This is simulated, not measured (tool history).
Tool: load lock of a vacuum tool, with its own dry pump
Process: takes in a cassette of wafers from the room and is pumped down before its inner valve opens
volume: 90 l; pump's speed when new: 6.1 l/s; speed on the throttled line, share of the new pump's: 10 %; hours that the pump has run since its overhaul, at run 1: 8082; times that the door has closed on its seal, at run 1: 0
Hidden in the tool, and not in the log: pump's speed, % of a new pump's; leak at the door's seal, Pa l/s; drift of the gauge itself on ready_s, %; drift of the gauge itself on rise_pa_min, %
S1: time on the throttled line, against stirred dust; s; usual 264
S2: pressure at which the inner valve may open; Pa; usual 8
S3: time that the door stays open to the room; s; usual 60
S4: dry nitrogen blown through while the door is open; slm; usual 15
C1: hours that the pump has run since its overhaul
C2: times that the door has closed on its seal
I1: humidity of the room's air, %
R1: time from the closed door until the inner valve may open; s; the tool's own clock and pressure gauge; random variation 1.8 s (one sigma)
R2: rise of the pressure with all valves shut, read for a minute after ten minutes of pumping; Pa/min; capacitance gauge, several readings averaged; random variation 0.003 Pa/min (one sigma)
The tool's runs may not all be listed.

run	day	S1	S2	S3	S4	C1	C2	I1	R1	R2
1	0	264	8	60	15	8082	0	44.8	396	0.022
2	18.358	264	8	60	15	8522	1213	47	398.1	0.031
3	29.475	264	8	60	15	8789	1946	44.9	396.6	0.029
4	47.454	264	8	60	15	9221	3133	46.8	400.1	0.029
5	62.55	264	8	60	45	9583	4130	43.6	402.2	0.023
6	75.875	264	10	60	45	9903	5010	46.7	399.1	0.029
7	86.717	264	8	60	15	10163	5725	43.7	402.2	0.047
8	106.708	264	8	60	15	10643	7045	43.9	404.9	0.049
9	123.854	264	8	60	15	11054	8177	46.3	402.1	0.053
10	139.183	264	7	32	19	11422	9189	41	408.7	0.046
11	159.767	476	8	65	10	11916	10548	41.9	595.3	0.061
# day 169.475: dry pump taken out, an overhauled one fitted
12	175.971	138	8	44	9	156	11601	44.1	263.8	0.068
13	186.1	224	11	60	15	399	12270	45.5	340.2	0.069
14	203.629	224	11	60	15	820	13428	43.5	339.1	0.074
15	217.879	224	7	30	11	1162	14368	48	348.4	0.08
16	238.254	224	7	30	11	1651	15713	43.1	349.5	0.084

Some steps in R1 between neighbouring runs. How much of each would the tool show without its hidden state too (settings, what came in, random variation), and how much is left for the hidden state, with any gauge scatter that isn't in both results?
Run 11 -> 12: S1 476 -> 138, S3 65 -> 44, S4 10 -> 9, dry pump taken out, an overhauled one fitted. R1 -331.5 s: hidden state -21.2, all else -310.3.
